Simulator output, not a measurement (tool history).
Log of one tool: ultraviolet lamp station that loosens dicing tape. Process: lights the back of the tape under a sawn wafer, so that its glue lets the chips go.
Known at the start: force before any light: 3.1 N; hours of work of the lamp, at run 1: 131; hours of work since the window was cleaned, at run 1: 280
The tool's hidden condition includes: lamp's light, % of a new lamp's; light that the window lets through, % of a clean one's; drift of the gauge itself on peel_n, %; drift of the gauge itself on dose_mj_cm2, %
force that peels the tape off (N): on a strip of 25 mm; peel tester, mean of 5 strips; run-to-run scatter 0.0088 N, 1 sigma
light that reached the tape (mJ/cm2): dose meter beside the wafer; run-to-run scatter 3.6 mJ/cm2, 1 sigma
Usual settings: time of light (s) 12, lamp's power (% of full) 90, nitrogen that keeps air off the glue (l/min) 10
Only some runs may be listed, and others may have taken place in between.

run	day	time of light (s)	lamp's power (% of full)	nitrogen that keeps air off the glue (l/min)	hours of work of the lamp	hours of work since the window was cleaned	force that peels the tape off (N)	light that reached the tape (mJ/cm2)
1	0	12	90	10	131	280	0.426	537
2	2.075	12	95	10	156	304	0.374	569
3	4.462	12	85	10	184	332	0.475	496
4	7.329	12	85	10	218	366	0.473	493
5	10.558	12	90	10	256	404	0.454	515
6	12.504	12	90	10	278	427	0.457	501
7	15.104	12	90	10	309	458	0.466	495
8	17.638	12	90	5	339	487	0.667	492
9	20.288	12	90	7	370	519	0.56	486
# day 20.6: window cleaned of glue's vapour
10	22.329	12	90	7	394	20	0.608	461
11	25.183	6	90	10	428	54	1.259	231
# day 25.983: window cleaned of glue's vapour, once more
12	27.729	6	90	10	457	21	1.091	257
13	29.488	6	90	10	478	41	1.089	254
14	32.575	6	90	10	514	78	1.089	248
15	33.883	12	90	10	530	93	0.461	506
16	36.417	15	72	17	559	123	0.396	491
17	38.188	15	72	17	580	144	0.371	490
18	39.662	16	72	6	598	161	0.561	519
19	42.471	9	83	4	631	194	1.14	327
20	45.679	12	83	14	668	232	0.489	435
21	48.538	12	62	14	702	265	0.777	318
22	50.929	12	62	14	730	294	0.798	313
23	53.229	24	99	6	757	321	0.224	983
24	55.458	7	90	15	784	347	0.949	257
25	58.45	7	90	10	819	382	1.128	257

The logged runs with the hidden state left out (each run's random variation unchanged):
run	force that peels the tape off (N)	light that reached the tape (mJ/cm2)
1	0.372	586
2	0.32	626
3	0.401	553
4	0.391	557
5	0.364	591
6	0.363	583
7	0.361	582
8	0.516	587
9	0.418	588
10	0.417	590
11	0.969	299
12	0.947	294
13	0.94	292
14	0.924	291
15	0.355	596
16	0.3	586
17	0.277	590
18	0.417	631
19	0.915	404
20	0.342	545
21	0.559	405
22	0.564	404
23	0.175	1285
24	0.675	340
25	0.807	345
